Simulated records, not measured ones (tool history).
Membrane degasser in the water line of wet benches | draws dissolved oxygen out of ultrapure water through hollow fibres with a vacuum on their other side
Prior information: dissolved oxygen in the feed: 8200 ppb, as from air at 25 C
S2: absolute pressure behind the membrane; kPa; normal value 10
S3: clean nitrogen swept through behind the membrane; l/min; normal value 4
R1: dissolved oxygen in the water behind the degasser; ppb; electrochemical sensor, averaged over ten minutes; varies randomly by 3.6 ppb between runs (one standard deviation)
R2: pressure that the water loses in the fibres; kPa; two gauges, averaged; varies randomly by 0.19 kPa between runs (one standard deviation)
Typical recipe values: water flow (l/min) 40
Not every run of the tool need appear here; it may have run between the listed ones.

run 1 hour=0 | water_flow_(l/min)=40 S2=10 S3=4 | R1=365.3 R2=37.72
run 2 hour=85.8 | water_flow_(l/min)=40 S2=10 S3=4 | R1=363.4 R2=37.75
run 3 hour=149.1 | water_flow_(l/min)=40 S2=10 S3=4 | R1=356.8 R2=37.93
run 4 hour=212.6 | water_flow_(l/min)=40 S2=10 S3=5.18 | R1=332.3 R2=37.53
-- hour=222.1 vacuum gauge calibrated
run 5 hour=314.1 | water_flow_(l/min)=40 S2=10 S3=5.18 | R1=331.6 R2=37.93
run 6 hour=395.3 | water_flow_(l/min)=54 S2=13.7 S3=7.65 | R1=630.1 R2=51.22
run 7 hour=532.9 | water_flow_(l/min)=25 S2=10 S3=9.26 | R1=85.1 R2=23.82
run 8 hour=599.5 | water_flow_(l/min)=44 S2=14.8 S3=5.78 | R1=477.2 R2=41.72
-- hour=711.9 vacuum gauge calibrated, once more
run 9 hour=723.1 | water_flow_(l/min)=24 S2=6.6 S3=4 | R1=81.8 R2=22.96
run 10 hour=814.7 | water_flow_(l/min)=59 S2=13.3 S3=3.74 | R1=883.3 R2=56.16

The logged runs with the hidden state left out (each run's random variation unchanged):
What the log doesn't record here: membrane still open, %; true pressure behind the membrane over the reading, kPa; air that leaks in behind the membrane, l/min; drift of the gauge itself on oxygen_ppb, %; drift of the gauge itself on loss_of_pressure_kpa, %.
run=1 R1=357.4 R2=37.46
run=2 R1=355.1 R2=37.48
run=3 R1=348.3 R2=37.64
run=4 R1=323.8 R2=37.23
run=5 R1=321.8 R2=37.6
run=6 R1=615.2 R2=50.76
run=7 R1=81.3 R2=23.59
run=8 R1=463.8 R2=41.3
run=9 R1=78.9 R2=22.71
run=10 R1=865 R2=55.52
